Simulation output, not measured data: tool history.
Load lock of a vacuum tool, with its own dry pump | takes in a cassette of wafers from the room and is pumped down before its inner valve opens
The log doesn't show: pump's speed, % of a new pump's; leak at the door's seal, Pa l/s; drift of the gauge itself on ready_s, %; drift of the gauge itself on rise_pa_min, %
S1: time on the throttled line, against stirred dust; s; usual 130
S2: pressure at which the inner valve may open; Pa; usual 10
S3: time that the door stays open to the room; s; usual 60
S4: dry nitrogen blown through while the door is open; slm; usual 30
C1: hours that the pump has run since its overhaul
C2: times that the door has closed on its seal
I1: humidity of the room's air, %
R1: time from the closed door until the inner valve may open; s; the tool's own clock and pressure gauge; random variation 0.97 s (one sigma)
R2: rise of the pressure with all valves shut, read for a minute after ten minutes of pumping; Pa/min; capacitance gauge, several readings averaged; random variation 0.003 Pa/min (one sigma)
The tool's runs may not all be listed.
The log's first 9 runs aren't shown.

{"run": 10, "hour": 1683.5, "S1": 130, "S2": 16, "S3": 60, "S4": 30, "C1": 2571, "C2": 24729, "I1": 40.2, "R1": 189.3, "R2": 0.109}
{"run": 11, "hour": 1905.4, "S1": 130, "S2": 16, "S3": 60, "S4": 30, "C1": 2793, "C2": 25702, "I1": 43.1, "R1": 188.9, "R2": 0.109}
{"run": 12, "hour": 2015.7, "S1": 130, "S2": 16, "S3": 60, "S4": 30, "C1": 2903, "C2": 26185, "I1": 45.7, "R1": 188.1, "R2": 0.116}
{"run": 13, "hour": 2130.0, "S1": 130, "S2": 16, "S3": 60, "S4": 30, "C1": 3017, "C2": 26686, "I1": 45.4, "R1": 188.0, "R2": 0.117}
{"run": 14, "hour": 2258.4, "S1": 130, "S2": 16, "S3": 60, "S4": 30, "C1": 3146, "C2": 27249, "I1": 45.6, "R1": 187.7, "R2": 0.124}
{"run": 15, "hour": 2429.5, "S1": 130, "S2": 16, "S3": 60, "S4": 30, "C1": 3317, "C2": 27999, "I1": 44.7, "R1": 187.4, "R2": 0.128}
{"run": 16, "hour": 2618.8, "S1": 130, "S2": 10, "S3": 60, "S4": 30, "C1": 3506, "C2": 28829, "I1": 49.9, "R1": 192.5, "R2": 0.127}
{"run": 17, "hour": 2745.1, "S1": 196, "S2": 10, "S3": 60, "S4": 30, "C1": 3632, "C2": 29382, "I1": 47.1, "R1": 250.1, "R2": 0.135}
{"run": 18, "hour": 2941.3, "S1": 209, "S2": 8, "S3": 60, "S4": 29, "C1": 3828, "C2": 30242, "I1": 45.1, "R1": 267.1, "R2": 0.144}
{"run": 19, "hour": 3109.5, "S1": 130, "S2": 10, "S3": 46, "S4": 30, "C1": 3997, "C2": 30980, "I1": 46.6, "R1": 192.8, "R2": 0.15}
{"run": 20, "hour": 3284.8, "S1": 85, "S2": 8, "S3": 95, "S4": 30, "C1": 4172, "C2": 31748, "I1": 47.2, "R1": 155.2, "R2": 0.153}
{"run": 21, "hour": 3506.4, "S1": 245, "S2": 15, "S3": 62, "S4": 19, "C1": 4393, "C2": 32719, "I1": 44.3, "R1": 288.8, "R2": 0.164}
{"run": 22, "hour": 3702.0, "S1": 245, "S2": 15, "S3": 62, "S4": 19, "C1": 4589, "C2": 33576, "I1": 44.3, "R1": 291.7, "R2": 0.168}
{"run": 23, "hour": 3860.4, "S1": 245, "S2": 15, "S3": 62, "S4": 19, "C1": 4748, "C2": 34271, "I1": 45.6, "R1": 289.2, "R2": 0.169}
{"run": 24, "hour": 4084.2, "S1": 245, "S2": 15, "S3": 62, "S4": 19, "C1": 4971, "C2": 35252, "I1": 46.9, "R1": 292.2, "R2": 0.175}
{"run": 25, "hour": 4336.5, "S1": 245, "S2": 15, "S3": 62, "S4": 19, "C1": 5224, "C2": 36358, "I1": 42.2, "R1": 288.6, "R2": 0.187}
{"run": 26, "hour": 4440.5, "S1": 130, "S2": 9, "S3": 60, "S4": 10, "C1": 5328, "C2": 36813, "I1": 45.4, "R1": 195.7, "R2": 0.193}
{"run": 27, "hour": 4654.2, "S1": 149, "S2": 9, "S3": 115, "S4": 10, "C1": 5541, "C2": 37750, "I1": 46.0, "R1": 212.3, "R2": 0.211}
{"run": 28, "hour": 4778.2, "S1": 130, "S2": 10, "S3": 47, "S4": 9, "C1": 5665, "C2": 38293, "I1": 50.7, "R1": 194.2, "R2": 0.203}
{"run": 29, "hour": 5002.0, "S1": 66, "S2": 19, "S3": 73, "S4": 5, "C1": 5889, "C2": 39274, "I1": 45.2, "R1": 134.0, "R2": 0.212}
{"run": 30, "hour": 5176.5, "S1": 163, "S2": 10, "S3": 60, "S4": 14, "C1": 6064, "C2": 40039, "I1": 42.3, "R1": 223.5, "R2": 0.207}
{"run": 31, "hour": 5324.1, "S1": 163, "S2": 8, "S3": 60, "S4": 14, "C1": 6211, "C2": 40686, "I1": 46.2, "R1": 226.9, "R2": 0.222}
{"run": 32, "hour": 5501.4, "S1": 115, "S2": 10, "S3": 60, "S4": 9, "C1": 6389, "C2": 41464, "I1": 46.7, "R1": 184.5, "R2": 0.229}
{"run": 33, "hour": 5647.9, "S1": 115, "S2": 10, "S3": 60, "S4": 9, "C1": 6535, "C2": 42106, "I1": 40.2, "R1": 183.7, "R2": 0.227}
{"run": 34, "hour": 5839.4, "S1": 130, "S2": 10, "S3": 31, "S4": 8, "C1": 6726, "C2": 42945, "I1": 46.3, "R1": 195.8, "R2": 0.237}

Forecast each of these 4 alternatives for the next run:
{"run": "A", "hour": 6087.1, "S1": 130, "S2": 10, "S3": 49, "S4": 30, "C1": 6974, "C2": 44031, "I1": 47.0, "R1": "?", "R2": "?"}
{"run": "B", "hour": 6087.1, "S1": 130, "S2": 17, "S3": 31, "S4": 8, "C1": 6974, "C2": 44031, "I1": 43.6, "R1": "?", "R2": "?"}
{"run": "C", "hour": 6087.1, "S1": 126, "S2": 10, "S3": 60, "S4": 30, "C1": 6974, "C2": 44031, "I1": 43.0, "R1": "?", "R2": "?"}
{"run": "D", "hour": 6087.1, "S1": 84, "S2": 15, "S3": 61, "S4": 30, "C1": 6974, "C2": 44031, "I1": 43.4, "R1": "?", "R2": "?"}

run=A R1=196.6 R2=0.245
run=B R1=191.4 R2=0.250
run=C R1=194.0 R2=0.241
run=D R1=151.6 R2=0.244
Without the tool's hidden state the same runs would have given:
run=A R1=191.5 R2=0.014
run=B R1=186.6 R2=0.016
run=C R1=188.8 R2=0.009
run=D R1=146.3 R2=0.011
